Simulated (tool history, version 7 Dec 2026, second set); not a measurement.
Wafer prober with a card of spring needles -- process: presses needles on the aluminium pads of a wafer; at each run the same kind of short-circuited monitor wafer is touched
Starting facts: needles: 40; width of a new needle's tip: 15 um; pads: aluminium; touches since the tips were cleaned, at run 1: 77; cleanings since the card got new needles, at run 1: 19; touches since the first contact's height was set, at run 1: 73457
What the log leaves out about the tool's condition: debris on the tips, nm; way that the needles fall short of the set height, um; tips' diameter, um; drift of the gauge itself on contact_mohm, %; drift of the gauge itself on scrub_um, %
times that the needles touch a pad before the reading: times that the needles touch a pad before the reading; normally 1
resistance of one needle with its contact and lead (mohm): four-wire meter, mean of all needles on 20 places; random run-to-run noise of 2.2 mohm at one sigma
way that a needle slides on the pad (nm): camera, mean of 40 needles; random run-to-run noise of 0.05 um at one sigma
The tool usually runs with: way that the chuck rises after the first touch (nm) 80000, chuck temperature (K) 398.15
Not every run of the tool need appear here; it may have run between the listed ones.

run   hour  way that the chuck rises after the first touch (nm)  chuck temperature (K)  times that the needles touch a pad before the reading  touches since the tips were cleaned  cleanings since the card got new needles  touches since the first contact's height was set  resistance of one needle with its contact and lead (mohm)  way that a needle slides on the pad (nm)
  1    0.0                                                80000                 398.15                                                      1                                   77                                        19                                             73457                                                        239                                     13980
  2    7.3                                                80000                 398.15                                                      1                                 1935                                        19                                             75315                                                        241                                     14040
      12.9  -- tips cleaned on abrasive film
  3   13.3                                                80000                 398.15                                                      1                                  100                                        20                                             76797                                                        241                                     13930
  4   22.7                                                80000                 398.15                                                      1                                 2491                                        20                                             79188                                                        245                                     13920
      25.9  -- tips cleaned on abrasive film
  5   29.4                                                80000                 398.15                                                      1                                  894                                        21                                             80879                                                        239                                     13870
  6   36.0                                                80000                 398.15                                                      1                                 2572                                        21                                             82557                                                        242                                     13920
      38.7  -- tips cleaned on abrasive film
  7   45.0                                                80000                 398.15                                                      1                                 1581                                        22                                             84799                                                        243                                     13980
      51.5  -- tips cleaned on abrasive film
  8   52.0                                                80000                 398.15                                                      1                                  104                                        23                                             86549                                                        243                                     13980
  9   62.0                                                80000                 367.15                                                      1                                 2668                                        23                                             89113                                                        235                                     13970
      64.2  -- tips cleaned on abrasive film
 10   74.4                                                80000                 367.15                                                      1                                 2584                                        24                                             92218                                                        235                                     14010
      76.9  -- tips cleaned on abrasive film
 11   79.9                                                91000                 304.15                                                      2                                  764                                        25                                             93603                                                        218                                     15920
      90.1  -- tips cleaned on abrasive film
 12   91.1                                                86000                 301.15                                                      1                                  236                                        26                                             96405                                                        219                                     15030
 13  100.1                                                60000                 326.15                                                      2                                 2527                                        26                                             98696                                                        229                                     10460
     103.4  -- tips cleaned on abrasive film
 14  107.6                                                74000                 359.15                                                      1                                 1063                                        27                                            100572                                                        232                                     12900
     116.6  -- tips cleaned on abrasive film
 15  119.5                                                99000                 398.15                                                      1                                  757                                        28                                            103586                                                        238                                     17280
     129.7  -- tips cleaned on abrasive film
 16  131.9                                                99000                 341.15                                                      1                                  552                                        29                                            106702                                                        227                                     17300
     138.6  -- height of the first contact set anew
 17  142.1                                                90000                 300.15                                                      2                                 3058                                        29                                               881                                                        216                                     15570
     143.1  -- tips cleaned on abrasive film
 18  149.2                                                90000                 300.15                                                      2                                 1566                                        30                                              2674                                                        213                                     15560
     155.9  -- tips cleaned on abrasive film
 19  156.3                                                90000                 300.15                                                      2                                   89                                        31                                              4429                                                        219                                     15780

What differs in the tool's unlogged condition from the final listed run ahead of each entry between runs to the first listed run following it?
In the gap between runs 2 and 3: tips cleaned on abrasive film (hour 12.9)
  debris on the tips, nm: 0.6 -> 0.1
In the gap between runs 4 and 5: tips cleaned on abrasive film (hour 25.9)
  debris on the tips, nm: 0.6 -> 0.4
In the gap between runs 6 and 7: tips cleaned on abrasive film (hour 38.7)
  debris on the tips, nm: 0.6 -> 0.5
In the gap between runs 7 and 8: tips cleaned on abrasive film (hour 51.5)
  debris on the tips, nm: 0.5 -> 0.1
In the gap between runs 9 and 10: tips cleaned on abrasive film (hour 64.2)
  the hidden state is the same at both runs
In the gap between runs 10 and 11: tips cleaned on abrasive film (hour 76.9)
  debris on the tips, nm: 0.6 -> 0.3
In the gap between runs 11 and 12: tips cleaned on abrasive film (hour 90.1)
  debris on the tips, nm: 0.3 -> 0.2
In the gap between runs 13 and 14: tips cleaned on abrasive film (hour 103.4)
  debris on the tips, nm: 0.6 -> 0.4
In the gap between runs 14 and 15: tips cleaned on abrasive film (hour 116.6)
  debris on the tips, nm: 0.4 -> 0.3
In the gap between runs 15 and 16: tips cleaned on abrasive film (hour 129.7)
  the hidden state is the same at both runs
In the gap between runs 16 and 17: height of the first contact set anew (hour 138.6)
  debris on the tips, nm: 0.3 -> 0.6; way that the needles fall short of the set height, um: 0.01 -> 0
In the gap between runs 17 and 18: tips cleaned on abrasive film (hour 143.1)
  debris on the tips, nm: 0.6 -> 0.5
In the gap between runs 18 and 19: tips cleaned on abrasive film (hour 155.9)
  debris on the tips, nm: 0.5 -> 0.1

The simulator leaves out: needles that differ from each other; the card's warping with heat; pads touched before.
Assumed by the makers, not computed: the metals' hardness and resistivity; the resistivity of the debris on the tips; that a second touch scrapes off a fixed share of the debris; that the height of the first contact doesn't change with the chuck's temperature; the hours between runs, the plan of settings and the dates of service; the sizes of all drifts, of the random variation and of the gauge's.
